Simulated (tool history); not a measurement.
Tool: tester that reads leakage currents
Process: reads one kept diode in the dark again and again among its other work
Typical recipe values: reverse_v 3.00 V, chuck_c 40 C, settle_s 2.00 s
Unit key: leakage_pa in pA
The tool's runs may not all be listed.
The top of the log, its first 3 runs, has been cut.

{"run": 4, "day": 3.304, "reverse_v": 3.0, "chuck_c": 40, "settle_s": 0.8, "leakage_pa": 269.48}
{"run": 5, "day": 4.375, "reverse_v": 3.0, "chuck_c": 40, "settle_s": 2.0, "leakage_pa": 267.66}
{"run": 6, "day": 5.462, "reverse_v": 3.0, "chuck_c": 40, "settle_s": 2.0, "leakage_pa": 268.5}
{"run": 7, "day": 6.588, "reverse_v": 3.0, "chuck_c": 40, "settle_s": 2.0, "leakage_pa": 266.78}
{"run": 8, "day": 7.642, "reverse_v": 3.0, "chuck_c": 21, "settle_s": 2.0, "leakage_pa": 64.96}
{"run": 9, "day": 8.65, "reverse_v": 3.0, "chuck_c": 40, "settle_s": 2.92, "leakage_pa": 267.94}
{"run": 10, "day": 9.504, "reverse_v": 3.0, "chuck_c": 40, "settle_s": 2.92, "leakage_pa": 268.61}
{"run": 11, "day": 10.692, "reverse_v": 3.0, "chuck_c": 40, "settle_s": 2.92, "leakage_pa": 267.66}
{"run": 12, "day": 11.562, "reverse_v": 3.0, "chuck_c": 40, "settle_s": 2.0, "leakage_pa": 267.37}
{"run": 13, "day": 12.962, "reverse_v": 3.0, "chuck_c": 40, "settle_s": 2.0, "leakage_pa": 266.07}
{"day": 13.112, "done": "tester calibrated"}
{"run": 14, "day": 13.75, "reverse_v": 3.0, "chuck_c": 40, "settle_s": 2.0, "leakage_pa": 266.68}
{"run": 15, "day": 14.417, "reverse_v": 3.0, "chuck_c": 40, "settle_s": 2.12, "leakage_pa": 266.67}
{"run": 16, "day": 15.354, "reverse_v": 3.0, "chuck_c": 40, "settle_s": 2.12, "leakage_pa": 264.68}
{"run": 17, "day": 16.683, "reverse_v": 3.0, "chuck_c": 40, "settle_s": 2.12, "leakage_pa": 264.52}
{"day": 17.092, "done": "tester calibrated, once more"}
{"run": 18, "day": 18.104, "reverse_v": 3.0, "chuck_c": 40, "settle_s": 2.12, "leakage_pa": 266.46}
{"run": 19, "day": 18.871, "reverse_v": 2.44, "chuck_c": 40, "settle_s": 2.0, "leakage_pa": 239.01}
{"run": 20, "day": 20.117, "reverse_v": 2.44, "chuck_c": 40, "settle_s": 2.0, "leakage_pa": 238.24}
{"run": 21, "day": 21.421, "reverse_v": 1.52, "chuck_c": 38, "settle_s": 8.8, "leakage_pa": 160.3}
{"run": 22, "day": 22.567, "reverse_v": 1.52, "chuck_c": 38, "settle_s": 8.8, "leakage_pa": 160.7}
{"run": 23, "day": 23.462, "reverse_v": 1.52, "chuck_c": 38, "settle_s": 8.8, "leakage_pa": 161.31}
{"run": 24, "day": 24.588, "reverse_v": 3.0, "chuck_c": 26, "settle_s": 3.78, "leakage_pa": 95.16}
{"run": 25, "day": 25.733, "reverse_v": 3.0, "chuck_c": 26, "settle_s": 3.78, "leakage_pa": 95.57}
{"run": 26, "day": 26.396, "reverse_v": 1.3, "chuck_c": 26, "settle_s": 3.78, "leakage_pa": 60.96}
{"run": 27, "day": 27.229, "reverse_v": 1.3, "chuck_c": 26, "settle_s": 3.78, "leakage_pa": 60.62}
{"run": 28, "day": 28.138, "reverse_v": 3.77, "chuck_c": 26, "settle_s": 3.78, "leakage_pa": 107.35}

Expected results for the next run?
{"run": 29, "day": 28.825, "reverse_v": 4.2, "chuck_c": 40, "settle_s": 2.0, "leakage_pa": "?"}

Run 29 came out at leakage_pa 315.69 pA.
Were there no unlogged condition in the tool, this run, its random variation unchanged, would have produced leakage_pa 338.20 pA.
